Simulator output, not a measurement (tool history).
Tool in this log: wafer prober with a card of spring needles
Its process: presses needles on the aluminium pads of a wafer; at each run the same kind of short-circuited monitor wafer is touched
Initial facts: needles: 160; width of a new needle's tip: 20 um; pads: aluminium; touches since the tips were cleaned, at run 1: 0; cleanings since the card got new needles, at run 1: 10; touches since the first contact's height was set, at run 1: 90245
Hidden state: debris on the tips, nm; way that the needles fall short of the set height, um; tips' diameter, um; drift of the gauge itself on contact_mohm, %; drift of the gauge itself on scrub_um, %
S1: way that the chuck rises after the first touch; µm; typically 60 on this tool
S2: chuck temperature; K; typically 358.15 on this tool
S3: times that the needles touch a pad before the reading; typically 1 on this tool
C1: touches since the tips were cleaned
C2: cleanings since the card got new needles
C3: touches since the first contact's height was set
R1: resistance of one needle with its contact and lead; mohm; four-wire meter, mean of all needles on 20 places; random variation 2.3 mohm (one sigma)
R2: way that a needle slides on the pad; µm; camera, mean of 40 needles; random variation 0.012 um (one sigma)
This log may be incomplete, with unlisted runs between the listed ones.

| run | hour | S1 | S2 | S3 | C1 | C2 | C3 | R1 | R2 |
|---|---|---|---|---|---|---|---|---|---|
| 1 | 0 | 60 | 358.15 | 1 | 0 | 10 | 90245 | 261 | 16.29 |
| 2 | 6.1 | 44 | 358.15 | 1 | 2632 | 10 | 92877 | 279 | 11.95 |
|  | 19.2 | tips cleaned on abrasive film |
| 3 | 19.2 | 67 | 358.15 | 1 | 0 | 11 | 98523 | 260 | 18.22 |
| 4 | 27.9 | 67 | 336.15 | 1 | 3792 | 11 | 102315 | 257 | 18.19 |
|  | 31.6 | height of the first contact set anew |
|  | 38.6 | tips cleaned on abrasive film |
| 5 | 38.7 | 60 | 358.15 | 1 | 52 | 12 | 3044 | 268 | 16.32 |
| 6 | 45.3 | 60 | 323.15 | 1 | 2926 | 12 | 5918 | 255 | 16.31 |
|  | 58.1 | tips cleaned on abrasive film |
| 7 | 59 | 41 | 358.15 | 1 | 372 | 13 | 11808 | 270 | 11.14 |
| 8 | 71.7 | 41 | 358.15 | 1 | 5916 | 13 | 17352 | 275 | 11.14 |
|  | 76.9 | tips cleaned on abrasive film |
| 9 | 77.6 | 41 | 358.15 | 1 | 315 | 14 | 19858 | 272 | 11.13 |
| 10 | 88.2 | 60 | 358.15 | 1 | 4921 | 14 | 24464 | 263 | 16.31 |
|  | 96.2 | tips cleaned on abrasive film |
| 11 | 100.2 | 60 | 358.15 | 1 | 1744 | 15 | 29627 | 266 | 16.29 |
| 12 | 113.1 | 60 | 358.15 | 1 | 7358 | 15 | 35241 | 260 | 16.31 |
|  | 115.5 | tips cleaned on abrasive film |
| 13 | 121.9 | 41 | 308.15 | 3 | 2773 | 16 | 38994 | 258 | 11.14 |
| 14 | 129.8 | 52 | 354.15 | 1 | 6196 | 16 | 42417 | 263 | 14.12 |
|  | 134.5 | tips cleaned on abrasive film |
| 15 | 143.4 | 69 | 366.15 | 1 | 3876 | 17 | 48296 | 258 | 18.76 |
| 16 | 150.2 | 69 | 366.15 | 1 | 6814 | 17 | 51234 | 267 | 18.76 |
|  | 154.1 | tips cleaned on abrasive film |
| 17 | 163.7 | 77 | 316.15 | 1 | 4195 | 18 | 57080 | 245 | 20.93 |
|  | 172.9 | tips cleaned on abrasive film |
| 18 | 174.4 | 73 | 358.15 | 2 | 640 | 19 | 61669 | 263 | 19.83 |
| 19 | 188.6 | 73 | 358.15 | 1 | 6794 | 19 | 67823 | 264 | 19.86 |
|  | 191.9 | tips cleaned on abrasive film |
| 20 | 197.6 | 73 | 358.15 | 1 | 2447 | 20 | 71691 | 262 | 19.84 |
| 21 | 210 | 73 | 358.15 | 1 | 7817 | 20 | 77061 | 255 | 19.83 |
|  | 210.8 | tips cleaned on abrasive film |
| 22 | 223.3 | 70 | 358.15 | 2 | 5406 | 21 | 82811 | 262 | 19.03 |
|  | 230.3 | tips cleaned on abrasive film |
| 23 | 230.6 | 70 | 324.15 | 2 | 134 | 22 | 85945 | 256 | 19.02 |

5 options for the next run, each taken on its own from the tool as it stands now. Forecast them:
| A | 242.8 | 60 | 358.15 | 2 | 5417 | 22 | 91228 | ? | ? |
| B | 242.8 | 63 | 324.15 | 2 | 5417 | 22 | 91228 | ? | ? |
| C | 242.8 | 59 | 345.15 | 2 | 5417 | 22 | 91228 | ? | ? |
| D | 242.8 | 77 | 323.15 | 2 | 5417 | 22 | 91228 | ? | ? |
| E | 242.8 | 76 | 358.15 | 3 | 5417 | 22 | 91228 | ? | ? |

| run | R1 | R2 |
|---|---|---|
| A | 260 | 16.32 |
| B | 255 | 17.12 |
| C | 260 | 16.04 |
| D | 250 | 20.9 |
| E | 255 | 20.65 |
With no hidden state in the tool, these same runs would have given:
| run | R1 | R2 |
|---|---|---|
| A | 260 | 16.32 |
| B | 255 | 17.12 |
| C | 259 | 16.04 |
| D | 250 | 20.91 |
| E | 255 | 20.66 |
